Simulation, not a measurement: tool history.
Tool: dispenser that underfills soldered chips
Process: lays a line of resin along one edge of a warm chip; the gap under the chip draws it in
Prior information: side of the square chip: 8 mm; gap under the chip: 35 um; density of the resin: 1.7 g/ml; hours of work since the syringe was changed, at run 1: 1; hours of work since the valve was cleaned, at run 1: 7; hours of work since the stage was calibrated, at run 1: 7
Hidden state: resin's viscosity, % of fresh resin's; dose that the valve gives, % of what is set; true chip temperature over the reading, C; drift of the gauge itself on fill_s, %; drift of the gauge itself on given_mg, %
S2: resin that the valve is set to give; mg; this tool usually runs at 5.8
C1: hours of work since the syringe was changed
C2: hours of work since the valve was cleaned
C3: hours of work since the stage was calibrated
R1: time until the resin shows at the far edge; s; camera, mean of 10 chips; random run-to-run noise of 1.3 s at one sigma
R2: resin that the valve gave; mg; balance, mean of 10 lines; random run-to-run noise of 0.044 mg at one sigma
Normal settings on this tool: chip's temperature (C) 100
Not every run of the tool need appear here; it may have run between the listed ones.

{"run": 1, "day": 0.0, "chip's temperature (C)": 100, "S2": 5.8, "C1": 1, "C2": 7, "C3": 7, "R1": 130.6, "R2": 5.72}
{"run": 2, "day": 0.104, "chip's temperature (C)": 100, "S2": 5.8, "C1": 2, "C2": 9, "C3": 9, "R1": 148.5, "R2": 5.82}
{"run": 3, "day": 0.25, "chip's temperature (C)": 100, "S2": 5.8, "C1": 4, "C2": 11, "C3": 11, "R1": 184.7, "R2": 5.68}
{"run": 4, "day": 0.333, "chip's temperature (C)": 100, "S2": 5.8, "C1": 6, "C2": 12, "C3": 12, "R1": 202.3, "R2": 5.72}
{"run": 5, "day": 0.471, "chip's temperature (C)": 100, "S2": 5.8, "C1": 8, "C2": 14, "C3": 14, "R1": 244.1, "R2": 5.71}
{"run": 6, "day": 0.629, "chip's temperature (C)": 100, "S2": 5.8, "C1": 10, "C2": 17, "C3": 17, "R1": 301.1, "R2": 5.6}
{"day": 0.692, "done": "new syringe of resin"}
{"run": 7, "day": 0.788, "chip's temperature (C)": 100, "S2": 5.8, "C1": 1, "C2": 19, "C3": 19, "R1": 140.6, "R2": 5.79}
{"run": 8, "day": 0.871, "chip's temperature (C)": 100, "S2": 7.14, "C1": 3, "C2": 20, "C3": 20, "R1": 151.7, "R2": 6.95}
{"run": 9, "day": 1.038, "chip's temperature (C)": 100, "S2": 7.14, "C1": 5, "C2": 23, "C3": 23, "R1": 190.7, "R2": 6.9}
{"run": 10, "day": 1.175, "chip's temperature (C)": 100, "S2": 7.14, "C1": 7, "C2": 25, "C3": 25, "R1": 229.9, "R2": 6.97}
{"run": 11, "day": 1.275, "chip's temperature (C)": 100, "S2": 7.14, "C1": 9, "C2": 26, "C3": 26, "R1": 259.9, "R2": 6.97}
{"run": 12, "day": 1.4, "chip's temperature (C)": 100, "S2": 7.14, "C1": 11, "C2": 28, "C3": 28, "R1": 305.6, "R2": 7}
{"day": 1.429, "done": "new syringe of resin"}
{"run": 13, "day": 1.6, "chip's temperature (C)": 100, "S2": 7.14, "C1": 3, "C2": 31, "C3": 31, "R1": 150.4, "R2": 6.93}
{"run": 14, "day": 1.762, "chip's temperature (C)": 95, "S2": 7.14, "C1": 5, "C2": 33, "C3": 33, "R1": 213.7, "R2": 6.94}
{"run": 15, "day": 1.929, "chip's temperature (C)": 95, "S2": 7.14, "C1": 7, "C2": 36, "C3": 36, "R1": 265.7, "R2": 6.96}
{"run": 16, "day": 2.046, "chip's temperature (C)": 95, "S2": 7.14, "C1": 9, "C2": 38, "C3": 38, "R1": 306.8, "R2": 6.9}
{"day": 2.175, "done": "new syringe of resin"}
{"run": 17, "day": 2.175, "chip's temperature (C)": 95, "S2": 7.14, "C1": 0, "C2": 39, "C3": 39, "R1": 136.6, "R2": 6.84}
{"run": 18, "day": 2.288, "chip's temperature (C)": 95, "S2": 7.14, "C1": 2, "C2": 41, "C3": 41, "R1": 159.8, "R2": 6.94}
{"run": 19, "day": 2.479, "chip's temperature (C)": 111, "S2": 5.9, "C1": 5, "C2": 44, "C3": 44, "R1": 133.2, "R2": 5.62}
{"run": 20, "day": 2.667, "chip's temperature (C)": 111, "S2": 5.9, "C1": 7, "C2": 47, "C3": 47, "R1": 174.9, "R2": 5.64}
{"day": 2.879, "done": "dispensing valve cleaned and set on the balance"}
{"run": 21, "day": 2.9, "chip's temperature (C)": 111, "S2": 5.9, "C1": 10, "C2": 0, "C3": 50, "R1": 222.9, "R2": 5.9}
{"day": 2.962, "done": "new syringe of resin"}
{"run": 22, "day": 3.096, "chip's temperature (C)": 111, "S2": 5.9, "C1": 2, "C2": 3, "C3": 52, "R1": 108.3, "R2": 5.84}
{"run": 23, "day": 3.283, "chip's temperature (C)": 99, "S2": 6.35, "C1": 5, "C2": 6, "C3": 55, "R1": 189.8, "R2": 6.38}
{"run": 24, "day": 3.408, "chip's temperature (C)": 100, "S2": 6.16, "C1": 7, "C2": 8, "C3": 57, "R1": 217.1, "R2": 6.09}
{"run": 25, "day": 3.533, "chip's temperature (C)": 100, "S2": 6.64, "C1": 9, "C2": 10, "C3": 59, "R1": 257.4, "R2": 6.55}
{"day": 3.704, "done": "new syringe of resin"}
{"run": 26, "day": 3.742, "chip's temperature (C)": 114, "S2": 5.56, "C1": 1, "C2": 13, "C3": 62, "R1": 87.1, "R2": 5.51}
{"run": 27, "day": 3.85, "chip's temperature (C)": 114, "S2": 5.56, "C1": 2, "C2": 14, "C3": 63, "R1": 102.2, "R2": 5.45}
{"run": 28, "day": 4.017, "chip's temperature (C)": 114, "S2": 5.56, "C1": 5, "C2": 17, "C3": 66, "R1": 125.7, "R2": 5.54}
{"run": 29, "day": 4.196, "chip's temperature (C)": 114, "S2": 5.56, "C1": 7, "C2": 19, "C3": 68, "R1": 162.6, "R2": 5.48}
{"run": 30, "day": 4.308, "chip's temperature (C)": 107, "S2": 6.76, "C1": 9, "C2": 21, "C3": 70, "R1": 220, "R2": 6.64}
{"run": 31, "day": 4.404, "chip's temperature (C)": 106, "S2": 6.81, "C1": 10, "C2": 22, "C3": 72, "R1": 248, "R2": 6.69}
{"day": 4.446, "done": "new syringe of resin"}
{"run": 32, "day": 4.608, "chip's temperature (C)": 106, "S2": 6.81, "C1": 2, "C2": 25, "C3": 74, "R1": 124.2, "R2": 6.63}
{"run": 33, "day": 4.742, "chip's temperature (C)": 106, "S2": 6.81, "C1": 4, "C2": 27, "C3": 76, "R1": 150.4, "R2": 6.7}
{"run": 34, "day": 4.892, "chip's temperature (C)": 93, "S2": 6.32, "C1": 7, "C2": 30, "C3": 79, "R1": 266.4, "R2": 6.14}
{"run": 35, "day": 4.996, "chip's temperature (C)": 112, "S2": 5.31, "C1": 8, "C2": 31, "C3": 80, "R1": 185.6, "R2": 5.11}
{"run": 36, "day": 5.083, "chip's temperature (C)": 112, "S2": 5.31, "C1": 9, "C2": 32, "C3": 81, "R1": 209.1, "R2": 5.13}

Same runs, no hidden state in the tool, same run-to-run variation:
run=1 R1=122.7 R2=5.75
run=2 R1=121.7 R2=5.87
run=3 R1=125 R2=5.74
run=4 R1=122.7 R2=5.78
run=5 R1=124 R2=5.78
run=6 R1=124 R2=5.68
run=7 R1=122.3 R2=5.88
run=8 R1=118.8 R2=7.07
run=9 R1=120.1 R2=7.04
run=10 R1=120.6 R2=7.12
run=11 R1=119.9 R2=7.13
run=12 R1=119.7 R2=7.17
run=13 R1=121.4 R2=7.11
run=14 R1=139.7 R2=7.14
run=15 R1=139.2 R2=7.17
run=16 R1=137.9 R2=7.12
run=17 R1=137 R2=7.07
run=18 R1=138.3 R2=7.18
run=19 R1=89.5 R2=5.84
run=20 R1=92.1 R2=5.86
run=21 R1=91.5 R2=5.91
run=22 R1=90.8 R2=5.86
run=23 R1=124.4 R2=6.42
run=24 R1=121.2 R2=6.13
run=25 R1=121.9 R2=6.61
run=26 R1=83.8 R2=5.57
run=27 R1=85.3 R2=5.52
run=28 R1=84.4 R2=5.63
run=29 R1=86.1 R2=5.57
run=30 R1=100.6 R2=6.76
run=31 R1=100.2 R2=6.82
run=32 R1=101.3 R2=6.78
run=33 R1=103 R2=6.86
run=34 R1=149.7 R2=6.3
run=35 R1=90.9 R2=5.25
run=36 R1=91.1 R2=5.28

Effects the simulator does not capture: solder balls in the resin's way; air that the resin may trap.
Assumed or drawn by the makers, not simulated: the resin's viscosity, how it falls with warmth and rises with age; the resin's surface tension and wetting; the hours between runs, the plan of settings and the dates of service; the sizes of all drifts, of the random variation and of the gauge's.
